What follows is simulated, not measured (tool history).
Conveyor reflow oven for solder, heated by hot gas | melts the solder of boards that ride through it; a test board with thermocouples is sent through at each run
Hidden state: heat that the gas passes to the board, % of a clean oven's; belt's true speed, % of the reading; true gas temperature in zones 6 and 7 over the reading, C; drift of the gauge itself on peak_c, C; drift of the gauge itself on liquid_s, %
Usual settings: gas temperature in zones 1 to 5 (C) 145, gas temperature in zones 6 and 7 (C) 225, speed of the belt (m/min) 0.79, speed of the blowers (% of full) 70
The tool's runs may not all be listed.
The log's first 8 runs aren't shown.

| run | hour | gas temperature in zones 1 to 5 (C) | gas temperature in zones 6 and 7 (C) | speed of the belt (m/min) | speed of the blowers (% of full) | hours of work since the flux was cleaned out | hours of work since the belt drive was overhauled | hours of work since the thermocouples were changed | highest temperature of the board (C) | time above the solder's melting point (s) |
|---|---|---|---|---|---|---|---|---|---|---|
| 9 | 141.1 | 145 | 214 | 0.79 | 70 | 230 | 801 | 619 | 198.7 | 28.4 |
| 10 | 156.1 | 145 | 225 | 0.79 | 70 | 239 | 810 | 628 | 207.6 | 36.4 |
| 11 | 170.2 | 145 | 225 | 0.79 | 70 | 248 | 819 | 636 | 207.5 | 36.3 |
| 12 | 198.4 | 145 | 239 | 0.79 | 70 | 264 | 835 | 653 | 219.3 | 43.6 |
| 13 | 214.9 | 145 | 239 | 0.79 | 70 | 274 | 845 | 663 | 219.2 | 43.4 |
| 14 | 237.7 | 145 | 239 | 0.79 | 70 | 288 | 859 | 676 | 219.5 | 43.5 |
| 15 | 251.6 | 145 | 239 | 0.79 | 70 | 296 | 867 | 684 | 219.2 | 43.3 |
| 16 | 269.7 | 145 | 239 | 0.79 | 70 | 307 | 878 | 695 | 219.1 | 43 |
| 17 | 287.5 | 146 | 239 | 0.79 | 58 | 317 | 888 | 706 | 216.6 | 42 |
| 18 | 306.1 | 146 | 239 | 0.79 | 58 | 328 | 899 | 717 | 216.7 | 41.6 |
| 19 | 325.5 | 146 | 239 | 0.79 | 58 | 340 | 911 | 728 | 216 | 41.6 |
| 20 | 344.5 | 145 | 225 | 0.728 | 58 | 351 | 922 | 740 | 206.8 | 38.8 |
| 21 | 370.8 | 145 | 225 | 0.728 | 58 | 367 | 937 | 755 | 207.3 | 38.4 |
|  | 383.2 | flux residue cleaned out of gas plates and filters |
| 22 | 395.5 | 141 | 233 | 0.79 | 70 | 7 | 949 | 767 | 215.7 | 40.5 |
|  | 421.1 | belt drive overhauled, speed set with a stopwatch |
| 23 | 427.7 | 145 | 221 | 0.931 | 70 | 24 | 4 | 783 | 199.8 | 23.8 |
| 24 | 446 | 145 | 221 | 0.931 | 70 | 35 | 15 | 794 | 199.7 | 23.7 |
| 25 | 466.1 | 145 | 216 | 0.79 | 52 | 47 | 27 | 806 | 196.3 | 24.3 |
| 26 | 480.6 | 131 | 225 | 0.644 | 70 | 55 | 35 | 815 | 211.2 | 43.8 |
| 27 | 502.9 | 130 | 228 | 0.859 | 53 | 69 | 48 | 828 | 199.1 | 20.8 |
| 28 | 522.3 | 130 | 217 | 0.792 | 52 | 80 | 60 | 840 | 193.2 | 16.8 |
| 29 | 550.6 | 139 | 232 | 0.79 | 70 | 97 | 77 | 856 | 212.7 | 37.1 |
| 30 | 571.2 | 139 | 232 | 0.79 | 70 | 109 | 89 | 869 | 211.9 | 37 |

Forecast each of these 3 alternatives for the next run:
| A | 594.5 | 137 | 220 | 0.829 | 70 | 123 | 103 | 882 | ? | ? |
| B | 594.5 | 145 | 225 | 0.682 | 70 | 123 | 103 | 882 | ? | ? |
| C | 594.5 | 138 | 222 | 0.853 | 70 | 123 | 103 | 882 | ? | ? |

| run | highest temperature of the board (C) | time above the solder's melting point (s) |
|---|---|---|
| A | 200.6 | 25.7 |
| B | 211.4 | 45.6 |
| C | 201.1 | 26 |
Without the tool's hidden state the same runs would have given:
| run | highest temperature of the board (C) | time above the solder's melting point (s) |
|---|---|---|
| A | 202.5 | 27.6 |
| B | 213.2 | 47 |
| C | 203.1 | 27.8 |

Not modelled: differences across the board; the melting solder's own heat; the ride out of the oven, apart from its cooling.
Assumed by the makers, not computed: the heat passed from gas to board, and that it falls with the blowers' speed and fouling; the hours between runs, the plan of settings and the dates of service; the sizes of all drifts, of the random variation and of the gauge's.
